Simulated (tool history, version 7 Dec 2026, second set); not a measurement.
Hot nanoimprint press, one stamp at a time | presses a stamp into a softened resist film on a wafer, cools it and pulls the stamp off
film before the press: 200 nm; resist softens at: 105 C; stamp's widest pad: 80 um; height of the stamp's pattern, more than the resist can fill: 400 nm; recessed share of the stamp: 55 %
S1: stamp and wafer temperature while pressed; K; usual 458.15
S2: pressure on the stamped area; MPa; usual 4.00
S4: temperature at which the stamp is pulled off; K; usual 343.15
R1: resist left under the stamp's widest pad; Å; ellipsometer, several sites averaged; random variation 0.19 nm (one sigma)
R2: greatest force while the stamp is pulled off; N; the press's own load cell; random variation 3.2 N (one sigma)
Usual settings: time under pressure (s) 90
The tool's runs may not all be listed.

{"run": 1, "hour": 0.0, "S1": 458.15, "S2": 4.0, "time under pressure (s)": 90, "S4": 343.15, "R1": 1127, "R2": 150}
{"run": 2, "hour": 4.8, "S1": 458.15, "S2": 4.0, "time under pressure (s)": 90, "S4": 343.15, "R1": 1126, "R2": 152}
{"run": 3, "hour": 11.0, "S1": 458.15, "S2": 4.0, "time under pressure (s)": 90, "S4": 345.15, "R1": 1125, "R2": 148}
{"run": 4, "hour": 21.0, "S1": 458.15, "S2": 4.0, "time under pressure (s)": 90, "S4": 345.15, "R1": 1124, "R2": 147}
{"run": 5, "hour": 27.4, "S1": 458.15, "S2": 4.0, "time under pressure (s)": 90, "S4": 345.15, "R1": 1124, "R2": 143}
{"run": 6, "hour": 35.9, "S1": 458.15, "S2": 4.0, "time under pressure (s)": 90, "S4": 345.15, "R1": 1123, "R2": 150}
{"run": 7, "hour": 40.5, "S1": 458.15, "S2": 4.0, "time under pressure (s)": 90, "S4": 345.15, "R1": 1126, "R2": 150}
{"run": 8, "hour": 45.3, "S1": 458.15, "S2": 4.0, "time under pressure (s)": 90, "S4": 343.15, "R1": 1123, "R2": 150}
{"run": 9, "hour": 52.1, "S1": 458.15, "S2": 5.33, "time under pressure (s)": 90, "S4": 343.15, "R1": 960, "R2": 154}
{"run": 10, "hour": 61.9, "S1": 458.15, "S2": 5.33, "time under pressure (s)": 90, "S4": 343.15, "R1": 964, "R2": 151}
{"run": 11, "hour": 67.2, "S1": 458.15, "S2": 5.33, "time under pressure (s)": 90, "S4": 343.15, "R1": 964, "R2": 150}
{"run": 12, "hour": 71.9, "S1": 458.15, "S2": 4.0, "time under pressure (s)": 90, "S4": 343.15, "R1": 1127, "R2": 157}
{"run": 13, "hour": 77.6, "S1": 458.15, "S2": 4.0, "time under pressure (s)": 90, "S4": 343.15, "R1": 1126, "R2": 149}
{"run": 14, "hour": 87.6, "S1": 458.15, "S2": 4.0, "time under pressure (s)": 90, "S4": 343.15, "R1": 1129, "R2": 148}
{"run": 15, "hour": 94.7, "S1": 458.15, "S2": 4.0, "time under pressure (s)": 90, "S4": 341.15, "R1": 1125, "R2": 156}
{"run": 16, "hour": 99.3, "S1": 469.15, "S2": 4.95, "time under pressure (s)": 97, "S4": 341.15, "R1": 781, "R2": 161}
{"run": 17, "hour": 108.3, "S1": 469.15, "S2": 4.95, "time under pressure (s)": 78, "S4": 331.15, "R1": 837, "R2": 184}
{"run": 18, "hour": 113.1, "S1": 459.15, "S2": 4.14, "time under pressure (s)": 165, "S4": 328.15, "R1": 899, "R2": 181}
{"run": 19, "hour": 123.5, "S1": 448.15, "S2": 5.24, "time under pressure (s)": 168, "S4": 346.15, "R1": 1006, "R2": 149}
{"run": 20, "hour": 132.9, "S1": 460.15, "S2": 2.57, "time under pressure (s)": 90, "S4": 343.15, "R1": 1338, "R2": 157}
{"run": 21, "hour": 142.2, "S1": 450.15, "S2": 2.91, "time under pressure (s)": 63, "S4": 343.15, "R1": 1595, "R2": 148}
{"run": 22, "hour": 146.8, "S1": 464.15, "S2": 2.7, "time under pressure (s)": 55, "S4": 337.15, "R1": 1386, "R2": 167}
{"run": 23, "hour": 156.2, "S1": 464.15, "S2": 2.7, "time under pressure (s)": 87, "S4": 337.15, "R1": 1235, "R2": 170}
{"run": 24, "hour": 167.0, "S1": 464.15, "S2": 2.7, "time under pressure (s)": 87, "S4": 337.15, "R1": 1235, "R2": 170}
{"run": 25, "hour": 176.0, "S1": 458.15, "S2": 4.0, "time under pressure (s)": 90, "S4": 335.15, "R1": 1128, "R2": 168}
{"run": 26, "hour": 183.4, "S1": 458.15, "S2": 4.28, "time under pressure (s)": 90, "S4": 351.15, "R1": 1089, "R2": 138}
{"run": 27, "hour": 194.6, "S1": 452.15, "S2": 5.8, "time under pressure (s)": 90, "S4": 343.15, "R1": 1049, "R2": 154}
{"run": 28, "hour": 202.3, "S1": 452.15, "S2": 5.8, "time under pressure (s)": 90, "S4": 343.15, "R1": 1048, "R2": 155}
{"run": 29, "hour": 211.7, "S1": 452.15, "S2": 5.8, "time under pressure (s)": 90, "S4": 343.15, "R1": 1046, "R2": 157}

Taken out of this log: 1 entry between the listed runs. Where each belongs, and how the hidden state differs across it:
Between runs 24 and 25: plate thermocouple calibrated (hour 172.3)
  true temperature over the reading, C: -0.01 -> 0.01; pressure that arrives at the usual setting, %: 99.97 -> 99.96
